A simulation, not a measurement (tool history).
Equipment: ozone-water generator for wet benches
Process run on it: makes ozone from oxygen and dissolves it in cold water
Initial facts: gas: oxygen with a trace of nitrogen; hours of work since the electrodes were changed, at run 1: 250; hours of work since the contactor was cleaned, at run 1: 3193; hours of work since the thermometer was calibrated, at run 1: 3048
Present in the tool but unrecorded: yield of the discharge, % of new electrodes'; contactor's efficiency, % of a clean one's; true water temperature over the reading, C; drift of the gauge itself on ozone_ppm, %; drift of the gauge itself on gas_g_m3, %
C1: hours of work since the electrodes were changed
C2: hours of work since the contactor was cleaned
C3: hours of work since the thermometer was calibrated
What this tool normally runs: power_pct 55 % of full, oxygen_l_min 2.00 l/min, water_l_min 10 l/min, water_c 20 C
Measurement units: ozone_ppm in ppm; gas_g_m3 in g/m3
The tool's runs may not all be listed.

{"run": 1, "day": 0.0, "power_pct": 55, "oxygen_l_min": 2.0, "water_l_min": 10, "water_c": 20, "C1": 250, "C2": 3193, "C3": 3048, "ozone_ppm": 16.8, "gas_g_m3": 177.4}
{"run": 2, "day": 1.446, "power_pct": 55, "oxygen_l_min": 3.5, "water_l_min": 10, "water_c": 20, "C1": 279, "C2": 3222, "C3": 3077, "ozone_ppm": 16.2, "gas_g_m3": 127.4}
{"run": 3, "day": 2.533, "power_pct": 55, "oxygen_l_min": 3.5, "water_l_min": 10, "water_c": 20, "C1": 301, "C2": 3243, "C3": 3099, "ozone_ppm": 16.1, "gas_g_m3": 127.5}
{"run": 4, "day": 3.912, "power_pct": 55, "oxygen_l_min": 3.5, "water_l_min": 10, "water_c": 20, "C1": 329, "C2": 3271, "C3": 3126, "ozone_ppm": 16.0, "gas_g_m3": 127.9}
{"run": 5, "day": 5.679, "power_pct": 55, "oxygen_l_min": 2.0, "water_l_min": 10, "water_c": 22, "C1": 364, "C2": 3306, "C3": 3161, "ozone_ppm": 16.4, "gas_g_m3": 176.1}
{"run": 6, "day": 7.154, "power_pct": 55, "oxygen_l_min": 2.0, "water_l_min": 10, "water_c": 22, "C1": 393, "C2": 3336, "C3": 3191, "ozone_ppm": 16.2, "gas_g_m3": 176.6}
{"run": 7, "day": 8.167, "power_pct": 55, "oxygen_l_min": 2.0, "water_l_min": 10, "water_c": 22, "C1": 414, "C2": 3356, "C3": 3211, "ozone_ppm": 16.0, "gas_g_m3": 177.5}
{"run": 8, "day": 9.725, "power_pct": 55, "oxygen_l_min": 2.0, "water_l_min": 10, "water_c": 22, "C1": 445, "C2": 3387, "C3": 3242, "ozone_ppm": 16.2, "gas_g_m3": 179.1}
{"run": 9, "day": 10.783, "power_pct": 55, "oxygen_l_min": 2.0, "water_l_min": 10, "water_c": 22, "C1": 466, "C2": 3408, "C3": 3264, "ozone_ppm": 16.3, "gas_g_m3": 178.0}
{"run": 10, "day": 12.362, "power_pct": 55, "oxygen_l_min": 2.0, "water_l_min": 10, "water_c": 22, "C1": 498, "C2": 3440, "C3": 3295, "ozone_ppm": 16.3, "gas_g_m3": 177.7}
{"run": 11, "day": 13.488, "power_pct": 55, "oxygen_l_min": 2.0, "water_l_min": 10, "water_c": 22, "C1": 520, "C2": 3462, "C3": 3318, "ozone_ppm": 16.1, "gas_g_m3": 177.6}
{"run": 12, "day": 15.158, "power_pct": 74, "oxygen_l_min": 1.73, "water_l_min": 10, "water_c": 13, "C1": 553, "C2": 3496, "C3": 3351, "ozone_ppm": 23.4, "gas_g_m3": 248.2}
{"run": 13, "day": 15.896, "power_pct": 55, "oxygen_l_min": 1.74, "water_l_min": 8, "water_c": 20, "C1": 568, "C2": 3511, "C3": 3366, "ozone_ppm": 19.3, "gas_g_m3": 193.2}
{"run": 14, "day": 16.812, "power_pct": 87, "oxygen_l_min": 1.74, "water_l_min": 8, "water_c": 20, "C1": 587, "C2": 3529, "C3": 3384, "ozone_ppm": 29.5, "gas_g_m3": 283.6}
{"run": 15, "day": 17.933, "power_pct": 87, "oxygen_l_min": 1.74, "water_l_min": 8, "water_c": 20, "C1": 609, "C2": 3551, "C3": 3407, "ozone_ppm": 29.5, "gas_g_m3": 282.3}
{"run": 16, "day": 18.929, "power_pct": 87, "oxygen_l_min": 1.74, "water_l_min": 8, "water_c": 20, "C1": 629, "C2": 3571, "C3": 3426, "ozone_ppm": 29.1, "gas_g_m3": 284.3}
{"run": 17, "day": 20.35, "power_pct": 87, "oxygen_l_min": 1.74, "water_l_min": 8, "water_c": 20, "C1": 657, "C2": 3600, "C3": 3455, "ozone_ppm": 28.8, "gas_g_m3": 285.7}
{"run": 18, "day": 22.142, "power_pct": 55, "oxygen_l_min": 1.07, "water_l_min": 10, "water_c": 20, "C1": 693, "C2": 3636, "C3": 3491, "ozone_ppm": 15.7, "gas_g_m3": 257.7}
{"run": 19, "day": 23.396, "power_pct": 55, "oxygen_l_min": 1.07, "water_l_min": 10, "water_c": 20, "C1": 718, "C2": 3661, "C3": 3516, "ozone_ppm": 15.8, "gas_g_m3": 254.9}

Estimate the outcome of run 20 from the log above:
{"run": 20, "day": 24.404, "power_pct": 55, "oxygen_l_min": 1.07, "water_l_min": 10, "water_c": 20, "C1": 738, "C2": 3681, "C3": 3536, "ozone_ppm": "?", "gas_g_m3": "?"}

ozone_ppm: 15.9 ppm
gas_g_m3: 257.2 g/m3
Were there no unlogged condition in the tool, this run, its random variation unchanged, would have produced ozone_ppm 15.9 ppm, gas_g_m3 257.2 g/m3.
